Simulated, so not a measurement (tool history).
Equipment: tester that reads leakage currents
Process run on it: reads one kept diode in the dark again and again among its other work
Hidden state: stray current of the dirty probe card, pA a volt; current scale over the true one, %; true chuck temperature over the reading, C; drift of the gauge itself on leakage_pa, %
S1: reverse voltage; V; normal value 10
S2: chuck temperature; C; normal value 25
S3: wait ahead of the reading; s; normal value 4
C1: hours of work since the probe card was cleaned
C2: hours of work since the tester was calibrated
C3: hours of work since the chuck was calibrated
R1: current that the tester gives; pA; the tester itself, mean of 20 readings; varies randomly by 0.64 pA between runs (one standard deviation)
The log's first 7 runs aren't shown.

run,hour,S1,S2,S3,C1,C2,C3,R1
8,538.5,10,52,4,1095,2429,125,1406.35
9,638.1,10,52,4,1146,2480,176,1399.91
10,714.5,10,52,4,1186,2520,216,1413.08
11,766,10,52,4,1212,2546,242,1417.3
12,846.9,10,52,4,1254,2588,284,1419.7
13,959.1,10,25,2.03,1312,2646,342,225.99
14,1017.2,10,25,0.5,1342,2676,372,232.42
15,1100,10,25,0.5,1385,2719,414,233.12
16,1201.9,10,57,4,1437,2771,467,1959.62
17,1265.6,10,57,4,1470,2804,500,1975.6
18,1351.2,10,57,1.71,1514,2848,544,1977.53
19,1432.2,10,57,1.71,1556,2890,586,1982.75
20,1538,10,57,1.71,1610,2944,640,1995.33
21,1614.5,4,28,0.98,1650,2984,680,168.02
22,1667.4,1.3,22,0.33,1677,3011,707,55.48
23,1759.4,1.3,22,0.33,1725,3059,754,55.43
24,1814.5,1.3,36,0.65,1753,3087,783,150.13
25,1895.5,2,36,4,1795,3129,825,195.61
26,2005.8,2,36,4,1852,3186,882,194.32

The next listed run, before its measurement:
27,2072.4,2.4,44,1.95,1886,3220,916,?

{"run 27": {"R1": 378.49}}
On a tool with no hidden condition, and with the same random variation, this run would have come out at R1 350.53 pA.
